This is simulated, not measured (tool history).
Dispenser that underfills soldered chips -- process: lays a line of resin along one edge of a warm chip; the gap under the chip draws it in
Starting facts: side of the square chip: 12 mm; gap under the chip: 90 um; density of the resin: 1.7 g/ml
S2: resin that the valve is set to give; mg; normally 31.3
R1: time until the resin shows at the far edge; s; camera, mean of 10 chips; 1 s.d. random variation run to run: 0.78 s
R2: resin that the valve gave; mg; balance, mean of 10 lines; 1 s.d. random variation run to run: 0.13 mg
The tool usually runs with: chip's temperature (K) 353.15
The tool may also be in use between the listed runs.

Run 1, hour 0.0: usual settings. Result: R1 93.1 s, R2 29.32 mg.
Run 2, hour 3.0: usual settings. Result: R1 113.2 s, R2 29.40 mg.
At hour 3.7: new syringe of resin.
Run 3, hour 7.4: usual settings. Result: R1 90.6 s, R2 29.25 mg.
At hour 8.9: dispensing valve cleaned and set on the balance.
At hour 12.2: new syringe of resin.
Run 4, hour 12.6: usual settings. Result: R1 74.0 s, R2 30.92 mg.
Run 5, hour 18.2: usual settings. Result: R1 105.3 s, R2 31.02 mg.
At hour 19.5: new syringe of resin.
Run 6, hour 23.2: usual settings. Result: R1 90.2 s, R2 31.05 mg.
Run 7, hour 26.1: usual settings. Result: R1 109.9 s, R2 30.91 mg.
At hour 27.0: new syringe of resin.
Run 8, hour 32.3: usual settings. Result: R1 100.6 s, R2 30.73 mg.
At hour 34.6: new syringe of resin.
Run 9, hour 36.5: usual settings. Result: R1 83.3 s, R2 30.63 mg.
Run 10, hour 39.7: usual settings. Result: R1 101.6 s, R2 30.58 mg.
At hour 42.0: new syringe of resin.
Run 11, hour 45.6: usual settings. Result: R1 90.7 s, R2 30.56 mg.
Run 12, hour 48.6: usual settings. Result: R1 111.7 s, R2 30.40 mg.
At hour 49.5: new syringe of resin.
Run 13, hour 53.5: usual settings. Result: R1 93.3 s, R2 30.29 mg.
At hour 57.3: new syringe of resin.
Run 14, hour 57.4: usual settings. Result: R1 73.9 s, R2 30.37 mg.
Run 15, hour 62.8: usual settings but chip's temperature (K) 365.15. Result: R1 56.7 s, R2 30.35 mg.
At hour 64.8: new syringe of resin.
Run 16, hour 69.0: usual settings but chip's temperature (K) 355.15. Result: R1 83.2 s, R2 30.13 mg.
At hour 72.4: new syringe of resin.
Run 17, hour 73.5: usual settings but chip's temperature (K) 354.15. Result: R1 74.0 s, R2 29.96 mg.
Run 18, hour 79.2: usual settings but chip's temperature (K) 354.15. Result: R1 105.7 s, R2 29.64 mg.
At hour 79.8: new syringe of resin.
Run 19, hour 83.0: usual settings but chip's temperature (K) 360.15, S2 32.2 mg. Result: R1 62.7 s, R2 30.49 mg.
At hour 87.2: new syringe of resin.
Run 20, hour 88.6: usual settings but chip's temperature (K) 358.15, S2 35.5 mg. Result: R1 59.0 s, R2 33.60 mg.
At hour 94.4: new syringe of resin.
Run 21, hour 94.4: usual settings but chip's temperature (K) 361.15. Result: R1 48.8 s, R2 29.54 mg.
Run 22, hour 97.6: usual settings but chip's temperature (K) 339.15, S2 33.3 mg. Result: R1 178.5 s, R2 31.48 mg.
Run 23, hour 100.5: usual settings but chip's temperature (K) 346.15, S2 29.8 mg. Result: R1 151.6 s, R2 27.75 mg.
At hour 101.8: new syringe of resin.
Run 24, hour 104.0: usual settings but chip's temperature (K) 361.15, S2 26.6 mg. Result: R1 58.8 s, R2 25.30 mg.
At hour 109.1: new syringe of resin.
Run 25, hour 109.1: usual settings but chip's temperature (K) 358.15, S2 36.2 mg. Result: R1 55.1 s, R2 34.08 mg.
At hour 114.0: dispensing valve cleaned and set on the balance.
Run 26, hour 116.8: usual settings but chip's temperature (K) 359.15, S2 28.1 mg. Result: R1 85.6 s, R2 28.11 mg.
At hour 117.6: new syringe of resin.
Run 27, hour 121.3: usual settings but S2 31.7 mg. Result: R1 89.0 s, R2 31.79 mg.
Run 28, hour 124.4: usual settings but S2 31.7 mg. Result: R1 107.8 s, R2 31.33 mg.
At hour 125.1: new syringe of resin.
Run 29, hour 130.0: usual settings but chip's temperature (K) 350.15, S2 35.9 mg. Result: R1 109.2 s, R2 35.66 mg.
At hour 132.6: new syringe of resin.
Run 30, hour 136.4: usual settings but chip's temperature (K) 355.15, S2 28.3 mg. Result: R1 81.7 s, R2 27.88 mg.

Results per run with the tool's hidden condition removed, run-to-run variation unchanged:
Hidden conditions of the tool in this case: resin's viscosity, % of fresh resin's; dose that the valve gives, % of what is set; true chip temperature over the reading, C; drift of the gauge itself on fill_s, %; drift of the gauge itself on given_mg, %.
run     R1     R2
  1   72.4  31.19
  2   72.3  31.34
  3   71.4  31.26
  4   72.1  31.06
  5   71.5  31.27
  6   71.6  31.40
  7   72.4  31.31
  8   71.1  31.25
  9   72.8  31.23
 10   72.3  31.24
 11   71.8  31.33
 12   72.7  31.22
 13   71.8  31.22
 14   73.7  31.37
 15   39.7  31.46
 16   64.5  31.36
 17   69.9  31.27
 18   68.7  31.06
 19   50.5  32.03
 20   55.1  35.44
 21   49.3  31.28
 22  147.7  33.39
 23  103.1  29.50
 24   50.8  26.96
 25   54.8  36.44
 26   55.5  28.17
 27   71.8  31.95
 28   71.1  31.55
 29   81.0  36.04
 30   66.2  28.30
